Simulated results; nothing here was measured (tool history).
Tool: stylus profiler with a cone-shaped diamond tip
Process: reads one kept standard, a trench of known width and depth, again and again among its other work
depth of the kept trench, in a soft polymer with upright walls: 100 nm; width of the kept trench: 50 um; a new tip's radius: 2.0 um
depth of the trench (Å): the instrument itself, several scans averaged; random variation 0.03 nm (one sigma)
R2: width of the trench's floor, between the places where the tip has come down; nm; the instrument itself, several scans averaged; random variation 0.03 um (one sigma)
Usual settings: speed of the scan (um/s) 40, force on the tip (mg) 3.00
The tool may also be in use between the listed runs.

{"run": 1, "hour": 0.0, "speed of the scan (um/s)": 40, "force on the tip (mg)": 3.0, "depth of the trench (Å)": 1005.9, "R2": 48540}
{"run": 2, "hour": 16.4, "speed of the scan (um/s)": 40, "force on the tip (mg)": 3.0, "depth of the trench (Å)": 1005.8, "R2": 48500}
{"run": 3, "hour": 32.7, "speed of the scan (um/s)": 40, "force on the tip (mg)": 3.0, "depth of the trench (Å)": 1006.2, "R2": 48520}
{"run": 4, "hour": 43.8, "speed of the scan (um/s)": 40, "force on the tip (mg)": 3.0, "depth of the trench (Å)": 1005.7, "R2": 48500}
{"run": 5, "hour": 55.4, "speed of the scan (um/s)": 40, "force on the tip (mg)": 3.0, "depth of the trench (Å)": 1006.2, "R2": 48470}
{"run": 6, "hour": 81.2, "speed of the scan (um/s)": 32, "force on the tip (mg)": 3.0, "depth of the trench (Å)": 1005.7, "R2": 48520}
{"hour": 84.1, "done": "height scale calibrated on a step standard"}
{"run": 7, "hour": 96.2, "speed of the scan (um/s)": 40, "force on the tip (mg)": 3.84, "depth of the trench (Å)": 1006.2, "R2": 48510}
{"run": 8, "hour": 117.3, "speed of the scan (um/s)": 56, "force on the tip (mg)": 3.0, "depth of the trench (Å)": 1005.0, "R2": 48490}
{"run": 9, "hour": 134.9, "speed of the scan (um/s)": 56, "force on the tip (mg)": 3.0, "depth of the trench (Å)": 1005.3, "R2": 48370}
{"run": 10, "hour": 150.9, "speed of the scan (um/s)": 56, "force on the tip (mg)": 3.0, "depth of the trench (Å)": 1005.0, "R2": 48410}
{"run": 11, "hour": 175.6, "speed of the scan (um/s)": 56, "force on the tip (mg)": 3.0, "depth of the trench (Å)": 1005.3, "R2": 48450}
{"run": 12, "hour": 191.6, "speed of the scan (um/s)": 27, "force on the tip (mg)": 1.66, "depth of the trench (Å)": 1002.9, "R2": 48450}
{"hour": 201.4, "done": "height scale calibrated on a step standard, once more"}
{"run": 13, "hour": 214.9, "speed of the scan (um/s)": 81, "force on the tip (mg)": 6.06, "depth of the trench (Å)": 1010.6, "R2": 48450}
{"run": 14, "hour": 228.2, "speed of the scan (um/s)": 70, "force on the tip (mg)": 8.65, "depth of the trench (Å)": 1012.7, "R2": 48440}
{"run": 15, "hour": 243.3, "speed of the scan (um/s)": 70, "force on the tip (mg)": 8.65, "depth of the trench (Å)": 1012.8, "R2": 48430}
{"run": 16, "hour": 264.4, "speed of the scan (um/s)": 32, "force on the tip (mg)": 3.55, "depth of the trench (Å)": 1006.6, "R2": 48410}
{"run": 17, "hour": 289.8, "speed of the scan (um/s)": 20, "force on the tip (mg)": 3.55, "depth of the trench (Å)": 1007.0, "R2": 48410}
{"run": 18, "hour": 313.5, "speed of the scan (um/s)": 20, "force on the tip (mg)": 3.55, "depth of the trench (Å)": 1007.3, "R2": 48480}
{"run": 19, "hour": 337.0, "speed of the scan (um/s)": 89, "force on the tip (mg)": 2.21, "depth of the trench (Å)": 1004.6, "R2": 48180}
{"run": 20, "hour": 361.5, "speed of the scan (um/s)": 89, "force on the tip (mg)": 2.21, "depth of the trench (Å)": 1004.6, "R2": 48220}
{"run": 21, "hour": 378.2, "speed of the scan (um/s)": 12, "force on the tip (mg)": 4.53, "depth of the trench (Å)": 1008.4, "R2": 48460}
{"run": 22, "hour": 399.7, "speed of the scan (um/s)": 12, "force on the tip (mg)": 6.34, "depth of the trench (Å)": 1010.6, "R2": 48390}

Forecast each of these 5 alternatives for the next run:
{"run": "A", "hour": 420.0, "speed of the scan (um/s)": 82, "force on the tip (mg)": 2.71, "depth of the trench (Å)": "?", "R2": "?"}
{"run": "B", "hour": 420.0, "speed of the scan (um/s)": 37, "force on the tip (mg)": 1.78, "depth of the trench (Å)": "?", "R2": "?"}
{"run": "C", "hour": 420.0, "speed of the scan (um/s)": 116, "force on the tip (mg)": 2.88, "depth of the trench (Å)": "?", "R2": "?"}
{"run": "D", "hour": 420.0, "speed of the scan (um/s)": 11, "force on the tip (mg)": 5.03, "depth of the trench (Å)": "?", "R2": "?"}
{"run": "E", "hour": 420.0, "speed of the scan (um/s)": 145, "force on the tip (mg)": 3.0, "depth of the trench (Å)": "?", "R2": "?"}

run=A depth_of_the_trench_(Å)=1005.0 R2=48230
run=B depth_of_the_trench_(Å)=1004.1 R2=48310
run=C depth_of_the_trench_(Å)=1006.2 R2=48080
run=D depth_of_the_trench_(Å)=1008.3 R2=48440
run=E depth_of_the_trench_(Å)=1006.2 R2=48050
Without the tool's hidden state the same runs would have given:
run=A depth_of_the_trench_(Å)=1005.3 R2=48540
run=B depth_of_the_trench_(Å)=1004.5 R2=48620
run=C depth_of_the_trench_(Å)=1006.6 R2=48380
run=D depth_of_the_trench_(Å)=1008.6 R2=48750
run=E depth_of_the_trench_(Å)=1006.5 R2=48360
